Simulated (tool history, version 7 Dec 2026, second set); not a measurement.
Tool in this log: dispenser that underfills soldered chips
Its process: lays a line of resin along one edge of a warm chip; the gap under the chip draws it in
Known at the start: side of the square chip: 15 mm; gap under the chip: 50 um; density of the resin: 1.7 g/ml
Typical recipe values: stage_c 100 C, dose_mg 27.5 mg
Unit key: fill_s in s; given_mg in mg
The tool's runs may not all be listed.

run 1 day=0 | stage_c=100 dose_mg=27.5 | fill_s=585.4 given_mg=26.75
-- day=0.088 new syringe of resin
run 2 day=0.267 | stage_c=95 dose_mg=27.5 | fill_s=596.6 given_mg=26.76
-- day=0.479 new syringe of resin
run 3 day=0.612 | stage_c=100 dose_mg=27.5 | fill_s=472 given_mg=26.66
-- day=0.875 new syringe of resin
run 4 day=0.962 | stage_c=100 dose_mg=27.5 | fill_s=448.3 given_mg=26.64
-- day=1.15 dispensing valve cleaned and set on the balance
-- day=1.312 new syringe of resin
run 5 day=1.321 | stage_c=100 dose_mg=27.5 | fill_s=415.1 given_mg=27.67
run 6 day=1.621 | stage_c=91 dose_mg=27.5 | fill_s=816.1 given_mg=27.42
-- day=1.704 new syringe of resin
run 7 day=1.875 | stage_c=91 dose_mg=27.5 | fill_s=701.9 given_mg=27.45
run 8 day=2.021 | stage_c=100 dose_mg=31.9 | fill_s=559.1 given_mg=31.8
-- day=2.104 new syringe of resin
run 9 day=2.325 | stage_c=100 dose_mg=27.5 | fill_s=519.1 given_mg=27.36

Run 10 has not been measured yet. What should we expect?
-- day=2.508 new syringe of resin
run 10 day=2.658 | stage_c=90 dose_mg=31.8 | fill_s=? given_mg=?

Run 10 yielded fill_s 714.9 s, given_mg 31.59 mg.
On a tool with no hidden condition, and with the same random variation, this run would have come out at fill_s 590.5 s, given_mg 31.79 mg.

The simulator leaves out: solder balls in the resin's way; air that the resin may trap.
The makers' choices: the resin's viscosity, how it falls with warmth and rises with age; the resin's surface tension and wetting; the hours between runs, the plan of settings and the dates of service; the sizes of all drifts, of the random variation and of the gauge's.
